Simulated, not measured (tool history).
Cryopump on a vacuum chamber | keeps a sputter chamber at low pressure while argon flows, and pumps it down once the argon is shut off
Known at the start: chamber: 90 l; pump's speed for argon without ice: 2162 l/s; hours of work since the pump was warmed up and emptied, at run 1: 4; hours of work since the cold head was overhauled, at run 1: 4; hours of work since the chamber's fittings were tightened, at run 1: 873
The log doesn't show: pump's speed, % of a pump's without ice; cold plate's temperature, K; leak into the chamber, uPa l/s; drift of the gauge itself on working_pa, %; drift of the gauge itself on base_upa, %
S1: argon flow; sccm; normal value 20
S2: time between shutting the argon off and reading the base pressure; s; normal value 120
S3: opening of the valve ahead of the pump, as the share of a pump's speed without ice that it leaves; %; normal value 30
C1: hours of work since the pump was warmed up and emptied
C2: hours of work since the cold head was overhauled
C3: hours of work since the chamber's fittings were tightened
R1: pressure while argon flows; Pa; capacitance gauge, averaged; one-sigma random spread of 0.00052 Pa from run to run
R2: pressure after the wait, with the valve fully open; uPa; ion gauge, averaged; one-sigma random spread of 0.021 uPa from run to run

run,hour,S1,S2,S3,C1,C2,C3,R1,R2
1,0.0,20,120,30,4,4,873,0.0532,0.87
2,14.1,20,120,30,13,13,882,0.0519,0.90
3,31.8,20,120,30,24,24,893,0.0528,0.89
4,55.6,20,120,30,39,39,907,0.0532,0.93
5,80.3,20,24,30,54,54,923,0.0534,2.36
6,99.0,20,24,27,65,65,934,0.0587,2.40
7,113.0,20,24,27,74,74,943,0.0591,2.34
8,129.8,20,24,27,85,85,953,0.0586,2.34
9,151.6,20,24,27,98,98,967,0.0587,2.37
10,176.7,20,24,27,114,114,983,0.0586,2.37
11,199.1,20,24,27,128,128,997,0.0592,2.40
12,215.4,20,24,27,138,138,1007,0.0587,2.49
# hour 219.9: leaking fittings of the chamber tightened, without venting
13,233.3,20,24,27,148,148,8,0.0605,1.90
14,255.9,20,120,30,162,162,22,0.0525,0.51
15,271.8,20,120,30,172,172,32,0.0534,0.53
16,295.1,20,120,30,186,186,47,0.0535,0.55
17,322.2,20,127,30,203,203,64,0.0540,0.51
18,336.7,20,120,23,212,212,73,0.0704,0.59
19,350.1,15,78,23,220,220,81,0.0518,0.76
20,377.4,15,78,23,237,237,98,0.0519,0.76
21,403.5,15,78,23,253,253,114,0.0521,0.77
22,418.3,10,78,30,263,263,123,0.0277,0.85
23,435.9,34,30,56,274,274,134,0.0518,1.67
24,457.2,20,57,51,287,287,147,0.0327,1.02
25,475.5,32,241,38,298,298,159,0.0686,0.41
26,491.0,20,120,26,308,308,168,0.0620,0.61
27,508.5,13,120,23,319,319,179,0.0454,0.64
28,531.0,13,120,23,333,333,193,0.0459,0.61
29,544.7,20,177,23,341,341,202,0.0702,0.47
30,570.4,20,120,46,357,357,218,0.0357,0.63
31,582.3,26,216,36,364,364,225,0.0601,0.46
32,596.5,20,120,45,373,373,234,0.0371,0.67
33,623.0,20,27,30,390,390,250,0.0562,1.92
34,648.1,20,27,30,405,405,266,0.0548,1.90
# hour 662.8: pump warmed up, emptied and cooled again
35,667.3,20,27,30,3,414,275,0.0515,1.87

Some steps in R1, run to run, broken into two amounts with sign: the step expected even without the hidden condition (settings, incoming material, random variation), and the rest, left for the hidden condition together with whatever gauge scatter is not in both the measured and the hidden-condition-free result:
Run 21 -> 22: S1 15 -> 10, S3 23 -> 30. R1 -0.0244 Pa: hidden state -0.0004, all else -0.0240.
Run 22 -> 23: S1 10 -> 34, S2 78 -> 30, S3 30 -> 56. R1 +0.0241 Pa: hidden state +0.0023, all else +0.0218.
Run 24 -> 25: S1 20 -> 32, S2 57 -> 241, S3 51 -> 38. R1 +0.0359 Pa: hidden state +0.0014, all else +0.0345.
Run 29 -> 30: S2 177 -> 120, S3 23 -> 46. R1 -0.0345 Pa: hidden state +0.0001, all else -0.0346.
Run 34 -> 35: pump warmed up, emptied and cooled again. R1 -0.0033 Pa: hidden state -0.0028, all else -0.0005.

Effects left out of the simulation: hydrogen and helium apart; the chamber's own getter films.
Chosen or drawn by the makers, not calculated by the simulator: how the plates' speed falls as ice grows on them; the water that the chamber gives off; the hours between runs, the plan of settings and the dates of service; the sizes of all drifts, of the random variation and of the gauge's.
